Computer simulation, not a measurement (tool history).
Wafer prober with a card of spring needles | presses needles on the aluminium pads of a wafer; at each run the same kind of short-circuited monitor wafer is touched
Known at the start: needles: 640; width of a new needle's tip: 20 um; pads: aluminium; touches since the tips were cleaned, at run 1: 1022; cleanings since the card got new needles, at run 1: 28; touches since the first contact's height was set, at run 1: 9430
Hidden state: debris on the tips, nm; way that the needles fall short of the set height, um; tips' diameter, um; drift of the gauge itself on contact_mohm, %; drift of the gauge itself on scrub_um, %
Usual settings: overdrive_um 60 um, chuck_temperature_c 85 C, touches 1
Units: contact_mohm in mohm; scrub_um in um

run   hour  overdrive_um  chuck_temperature_c  touches  touches since the tips were cleaned  cleanings since the card got new needles  touches since the first contact's height was set  contact_mohm  scrub_um
  1    0.0            60                   85        1                                 1022                                        28                                              9430           316      8.12
  2    8.4            60                   85        1                                 4302                                        28                                             12710           481      8.15
      10.2  -- tips cleaned on abrasive film
  3   21.4            60                   85        1                                 4338                                        29                                             17699           486      8.15
      23.4  -- tips cleaned on abrasive film
  4   29.7            60                   85        1                                 2425                                        30                                             20870           418      8.13
      36.4  -- tips cleaned on abrasive film
  5   36.4            45                   85        1                                   11                                        31                                             23455           230      6.07
  6   47.8            60                   53        1                                 4433                                        31                                             27877           510      8.14
      49.3  -- tips cleaned on abrasive film
  7   56.2            60                   85        1                                 2695                                        32                                             31114           444      8.12
      62.9  -- tips cleaned on abrasive film
  8   68.8            60                   85        2                                 2289                                        33                                             35959           326      8.11
      75.9  -- tips cleaned on abrasive film
  9   80.2            60                   85        1                                 1652                                        34                                             40344           395      8.09
 10   86.1            60                   33        1                                 3930                                        34                                             42622           501      8.10
      89.3  -- tips cleaned on abrasive film
 11   97.3            80                   85        1                                 3114                                        35                                             46966           346     10.78
     102.6  -- tips cleaned on abrasive film
 12  106.9            80                   85        1                                 1658                                        36                                             50635           302     10.80
     115.1  -- tips cleaned on abrasive film
 13  115.7            80                   85        1                                  216                                        37                                             54007           225     10.81
 14  122.4            80                   85        1                                 2826                                        37                                             56617           342     10.84
     128.6  -- tips cleaned on abrasive film
 15  131.0            80                   85        1                                  923                                        38                                             59916           274     10.79
 16  138.4            80                   85        1                                 3803                                        38                                             62796           358     10.78
     141.2  -- tips cleaned on abrasive film
 17  146.4            80                   85        1                                 2014                                        39                                             65865           321     10.82
 18  152.1            78                   85        1                                 4218                                        39                                             68069           378     10.52
     154.0  -- tips cleaned on abrasive film
 19  162.8            49                   90        1                                 3410                                        40                                             72186           602      6.57
     166.9  -- tips cleaned on abrasive film
 20  171.7            46                   32        2                                 1837                                        41                                             75597           427      6.16
 21  177.8            60                   28        1                                 4237                                        41                                             77997           518      8.07
     179.7  -- tips cleaned on abrasive film
 22  188.8            60                   28        1                                 3534                                        42                                             82201           500      8.07
     192.3  -- tips cleaned on abrasive film
 23  201.0            60                   28        1                                 3369                                        43                                             86908           489      8.08
     205.8  -- tips cleaned on abrasive film
 24  214.0            68                   44        1                                 3171                                        44                                             91921           410      9.13

Forecast run 25:
     219.2  -- tips cleaned on abrasive film
 25  225.8            44                  102        2                                 2575                                        45                                             96468             ?         ?

contact_mohm: 491 mohm
scrub_um: 5.84 um
Without the tool's hidden state the same run would have given contact_mohm 205 mohm, scrub_um 5.96 um.
